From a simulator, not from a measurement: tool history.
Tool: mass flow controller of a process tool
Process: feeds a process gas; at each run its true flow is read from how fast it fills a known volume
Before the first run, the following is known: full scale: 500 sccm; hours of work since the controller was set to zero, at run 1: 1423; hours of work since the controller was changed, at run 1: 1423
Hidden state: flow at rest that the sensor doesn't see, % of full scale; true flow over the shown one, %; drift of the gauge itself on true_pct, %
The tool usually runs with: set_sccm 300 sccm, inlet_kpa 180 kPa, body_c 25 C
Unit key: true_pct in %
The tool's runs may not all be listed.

| run | day | set_sccm | inlet_kpa | body_c | hours of work since the controller was set to zero | hours of work since the controller was changed | true_pct |
|---|---|---|---|---|---|---|---|
| 1 | 0 | 300 | 180 | 25 | 1423 | 1423 | 98.91 |
| 2 | 2.608 | 270 | 180 | 25 | 1460 | 1460 | 98.62 |
| 3 | 5.508 | 442 | 180 | 25 | 1503 | 1503 | 99.76 |
| 4 | 8.638 | 442 | 180 | 25 | 1548 | 1548 | 99.8 |
| 5 | 11.5 | 300 | 180 | 25 | 1589 | 1589 | 98.77 |
| 6 | 13.279 | 300 | 180 | 25 | 1615 | 1615 | 98.73 |
| 7 | 14.829 | 300 | 180 | 25 | 1638 | 1638 | 98.77 |
| 8 | 17.396 | 300 | 180 | 25 | 1675 | 1675 | 98.88 |
| 9 | 19.246 | 300 | 180 | 25 | 1702 | 1702 | 98.84 |
| 10 | 21.238 | 300 | 180 | 25 | 1730 | 1730 | 98.77 |
| 11 | 23.938 | 300 | 180 | 25 | 1770 | 1770 | 98.78 |
| 12 | 26.979 | 300 | 180 | 25 | 1814 | 1814 | 98.84 |
| 13 | 28.538 | 300 | 180 | 25 | 1836 | 1836 | 98.79 |
| 14 | 31.533 | 300 | 182 | 34 | 1880 | 1880 | 99.12 |
| 15 | 33.767 | 76 | 236 | 36 | 1912 | 1912 | 97.56 |
| 16 | 36.875 | 265 | 236 | 25 | 1957 | 1957 | 98.43 |
| 17 | 40.108 | 123 | 191 | 26 | 2004 | 2004 | 97.69 |
| 18 | 43.646 | 123 | 191 | 26 | 2055 | 2055 | 97.75 |
| 19 | 45.979 | 300 | 254 | 39 | 2089 | 2089 | 99.11 |
| 20 | 47.846 | 151 | 277 | 32 | 2116 | 2116 | 97.72 |
| 21 | 49.629 | 107 | 197 | 27 | 2142 | 2142 | 97.52 |
| 22 | 52.633 | 171 | 183 | 24 | 2185 | 2185 | 97.89 |
| 23 | 56.017 | 91 | 183 | 22 | 2234 | 2234 | 97.38 |
| 24 | 58.421 | 380 | 180 | 25 | 2269 | 2269 | 99.32 |

Predict each of these 4 candidate next runs independently; none follows another, all start after run 24:
| A | 60.967 | 380 | 209 | 31 | 2306 | 2306 | ? |
| B | 60.967 | 380 | 164 | 25 | 2306 | 2306 | ? |
| C | 60.967 | 134 | 165 | 30 | 2306 | 2306 | ? |
| D | 60.967 | 380 | 155 | 29 | 2306 | 2306 | ? |

| run | true_pct |
|---|---|
| A | 99.45 |
| B | 99.35 |
| C | 97.99 |
| D | 99.49 |
What these runs would have given with no unlogged condition in the tool:
| run | true_pct |
|---|---|
| A | 99.45 |
| B | 99.34 |
| C | 97.98 |
| D | 99.48 |

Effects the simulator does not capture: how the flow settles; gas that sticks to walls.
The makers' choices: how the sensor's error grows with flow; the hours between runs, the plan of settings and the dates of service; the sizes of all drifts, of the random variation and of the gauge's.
